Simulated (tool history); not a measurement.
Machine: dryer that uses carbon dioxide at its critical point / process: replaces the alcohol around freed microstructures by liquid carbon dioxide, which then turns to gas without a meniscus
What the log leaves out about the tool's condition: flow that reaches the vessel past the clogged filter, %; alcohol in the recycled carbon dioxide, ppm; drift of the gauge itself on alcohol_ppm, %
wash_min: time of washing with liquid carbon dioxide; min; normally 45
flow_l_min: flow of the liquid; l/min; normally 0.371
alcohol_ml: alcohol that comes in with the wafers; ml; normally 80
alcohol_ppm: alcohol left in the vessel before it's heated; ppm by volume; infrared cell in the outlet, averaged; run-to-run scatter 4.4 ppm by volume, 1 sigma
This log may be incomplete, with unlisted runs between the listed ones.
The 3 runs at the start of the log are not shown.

run,hour,wash_min,flow_l_min,alcohol_ml,hours of work since the filter was changed,hours of work since the purifier's bed was changed,alcohol_ppm
4,121.1,45,0.371,80,116,300,47
5,145.5,45,0.371,89,124,307,47
6,190.9,45,0.371,89,137,321,55
7,213.3,60,0.371,80,144,328,31
8,235.0,45,0.371,80,151,334,57
# hour 254.6: inlet filter changed
9,264.1,45,0.371,80,3,343,38
10,310.4,45,0.371,80,17,357,37
11,344.2,45,0.371,80,27,367,43
12,385.8,54,0.371,80,40,380,37
13,415.8,45,0.328,80,49,389,76
14,454.7,45,0.328,80,61,401,73
15,476.4,63,0.328,80,67,407,31
16,512.4,63,0.328,80,78,418,31
17,563.1,45,0.371,80,94,434,55
18,596.1,45,0.458,71,104,444,34
19,649.3,71,0.371,96,120,460,34

The next listed run, before its measurement:
20,688.8,56,0.371,101,132,472,?

Run 20 yielded alcohol_ppm 33 ppm by volume.
With no hidden state in the tool, this same run would have given alcohol_ppm 5 ppm by volume.
